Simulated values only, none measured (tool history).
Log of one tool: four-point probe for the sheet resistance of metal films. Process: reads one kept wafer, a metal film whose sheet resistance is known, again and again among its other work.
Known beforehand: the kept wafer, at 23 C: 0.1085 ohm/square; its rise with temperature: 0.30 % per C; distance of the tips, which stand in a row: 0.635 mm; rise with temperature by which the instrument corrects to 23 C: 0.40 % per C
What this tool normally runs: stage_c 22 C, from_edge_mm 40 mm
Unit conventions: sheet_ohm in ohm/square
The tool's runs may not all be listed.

run,hour,stage_c,from_edge_mm,sheet_ohm
1,0.0,22,40,0.108643
2,25.9,22,23,0.108695
3,46.2,22,23,0.108680
4,65.6,22,23,0.108651
5,82.8,19,40,0.108913
6,98.6,19,40,0.108923
7,118.9,19,40,0.108934
8,140.7,19,40,0.108954
9,164.1,26,40,0.108241
10,190.3,22,40,0.108596
11,205.8,22,40,0.108627
12,231.6,22,19,0.108700
13,246.9,22,40,0.108609
14,275.2,23,40,0.108532
15,302.1,22,17,0.108681
16,325.1,22,17,0.108661
17,353.7,22,4,0.110068
18,377.1,22,4,0.110084
19,398.2,22,4,0.110055
20,414.2,22,16,0.108706
21,429.5,34,16,0.107502
22,451.4,34,16,0.107561
23,473.7,22,40,0.108640
24,496.8,31,16,0.107791
25,520.4,26,6,0.108872
26,538.4,31,11,0.107904
27,567.6,19,12,0.109070
28,590.7,28,18,0.108055
29,605.5,20,15,0.108917
30,632.7,29,7,0.108415
31,655.7,29,3,0.110439
32,671.8,21,26,0.108743
33,692.8,21,4,0.110125
34,710.0,18,4,0.110451
35,732.6,18,4,0.110492
36,748.8,27,6,0.108724
37,762.8,27,6,0.108755
38,789.2,22,28,0.108674
39,812.3,32,4,0.109066
40,831.1,32,4,0.109066
41,853.5,32,4,0.109051
42,882.7,32,4,0.109035
43,909.2,28,42,0.108042
44,937.4,29,23,0.107977
45,963.7,32,51,0.107607

Alternative continuations, all from the tool just after run 45; predict every row:
A,977.2,24,12,?
B,977.2,19,4,?
C,977.2,22,6,?
D,977.2,22,27,?

run,sheet_ohm
A,0.108575
B,0.110390
C,0.109275
D,0.108642
Take away the tool's hidden state, keep each run's random variation, and the runs would have read:
run,sheet_ohm
A,0.108573
B,0.110388
C,0.109273
D,0.108640
